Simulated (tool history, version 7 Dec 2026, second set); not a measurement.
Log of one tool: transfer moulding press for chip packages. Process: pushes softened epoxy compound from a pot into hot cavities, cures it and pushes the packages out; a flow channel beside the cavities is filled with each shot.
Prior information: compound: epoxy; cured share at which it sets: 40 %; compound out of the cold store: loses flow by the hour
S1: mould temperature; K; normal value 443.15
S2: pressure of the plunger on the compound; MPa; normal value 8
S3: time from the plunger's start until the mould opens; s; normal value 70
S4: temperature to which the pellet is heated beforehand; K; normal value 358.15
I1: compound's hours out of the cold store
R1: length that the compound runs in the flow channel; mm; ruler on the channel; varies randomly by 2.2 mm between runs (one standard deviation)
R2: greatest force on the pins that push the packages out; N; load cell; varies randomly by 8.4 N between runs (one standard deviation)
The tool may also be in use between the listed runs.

| run | day | S1 | S2 | S3 | S4 | I1 | R1 | R2 |
|---|---|---|---|---|---|---|---|---|
| 1 | 0 | 443.15 | 8 | 70 | 358.15 | 11.3 | 774 | 368 |
|  | 1.617 | cavities cleaned with cleaning compound and waxed |
|  | 1.771 | plunger's sealing rings changed |
| 2 | 1.771 | 443.15 | 8 | 70 | 358.15 | 9.3 | 784 | 364 |
| 3 | 2.733 | 443.15 | 8 | 70 | 358.15 | 14.9 | 761 | 385 |
|  | 3.554 | cavities cleaned with cleaning compound and waxed |
| 4 | 4.275 | 443.15 | 7.99 | 70 | 358.15 | 22.2 | 733 | 363 |
|  | 5.467 | cavities cleaned with cleaning compound and waxed |
| 5 | 5.479 | 443.15 | 6.05 | 70 | 358.15 | 20.8 | 646 | 374 |
| 6 | 7.121 | 443.15 | 6.05 | 70 | 358.15 | 9.1 | 683 | 380 |
|  | 7.321 | cavities cleaned with cleaning compound and waxed |
| 7 | 8.725 | 443.15 | 6.05 | 70 | 358.15 | 19.4 | 647 | 365 |
|  | 9.242 | cavities cleaned with cleaning compound and waxed |
| 8 | 10.283 | 443.15 | 6.05 | 70 | 358.15 | 11.1 | 673 | 383 |
|  | 11.062 | mould's thermocouples calibrated |
|  | 11.125 | cavities cleaned with cleaning compound and waxed |
| 9 | 11.804 | 443.15 | 6.05 | 70 | 358.15 | 22.6 | 638 | 364 |
|  | 12.975 | cavities cleaned with cleaning compound and waxed |
| 10 | 13.108 | 443.15 | 6.05 | 70 | 358.15 | 20.7 | 646 | 372 |
|  | 14.9 | cavities cleaned with cleaning compound and waxed |
| 11 | 15.088 | 443.15 | 8 | 70 | 358.15 | 42.5 | 669 | 359 |
| 12 | 16.558 | 442.15 | 9.47 | 70 | 358.15 | 26.8 | 789 | 379 |
|  | 16.821 | plunger's sealing rings changed |
|  | 16.883 | cavities cleaned with cleaning compound and waxed |
| 13 | 17.762 | 442.15 | 9.47 | 70 | 358.15 | 18.9 | 816 | 378 |
|  | 18.775 | cavities cleaned with cleaning compound and waxed |
| 14 | 19.1 | 442.15 | 9.47 | 70 | 358.15 | 37.8 | 748 | 364 |
| 15 | 20.342 | 442.15 | 9.47 | 76 | 358.15 | 17.5 | 823 | 353 |
|  | 20.579 | cavities cleaned with cleaning compound and waxed |
|  | 22.496 | cavities cleaned with cleaning compound and waxed |
| 16 | 22.55 | 442.15 | 9.47 | 76 | 358.15 | 13.7 | 838 | 348 |
|  | 24.371 | cavities cleaned with cleaning compound and waxed |
| 17 | 24.417 | 446.15 | 9.47 | 104 | 358.15 | 23.3 | 789 | 332 |
| 18 | 25.604 | 446.15 | 9.47 | 104 | 358.15 | 16.8 | 814 | 311 |
|  | 26.196 | cavities cleaned with cleaning compound and waxed |
| 19 | 26.812 | 443.15 | 8 | 82 | 351.15 | 32.9 | 699 | 337 |
|  | 28.017 | cavities cleaned with cleaning compound and waxed |
| 20 | 28.654 | 443.15 | 8 | 82 | 351.15 | 24.9 | 731 | 337 |
|  | 29.883 | cavities cleaned with cleaning compound and waxed |
| 21 | 29.904 | 443.15 | 8 | 82 | 361.15 | 12.4 | 772 | 332 |

What if the next run were any one of these 4? Each begins from the tool's condition after run 21:
| A | 31.512 | 444.15 | 7.71 | 82 | 361.15 | 15.8 | ? | ? |
| B | 31.512 | 443.15 | 8.55 | 70 | 358.15 | 26 | ? | ? |
| C | 31.512 | 443.15 | 8 | 82 | 362.15 | 32.2 | ? | ? |
| D | 31.512 | 444.15 | 6.55 | 83 | 358.15 | 13.2 | ? | ? |

| run | R1 | R2 |
|---|---|---|
| A | 741 | 335 |
| B | 746 | 361 |
| C | 704 | 330 |
| D | 694 | 340 |
With the hidden condition removed and each run's random variation left untouched, the same runs would have given:
| run | R1 | R2 |
|---|---|---|
| A | 742 | 331 |
| B | 747 | 357 |
| C | 705 | 326 |
| D | 695 | 336 |

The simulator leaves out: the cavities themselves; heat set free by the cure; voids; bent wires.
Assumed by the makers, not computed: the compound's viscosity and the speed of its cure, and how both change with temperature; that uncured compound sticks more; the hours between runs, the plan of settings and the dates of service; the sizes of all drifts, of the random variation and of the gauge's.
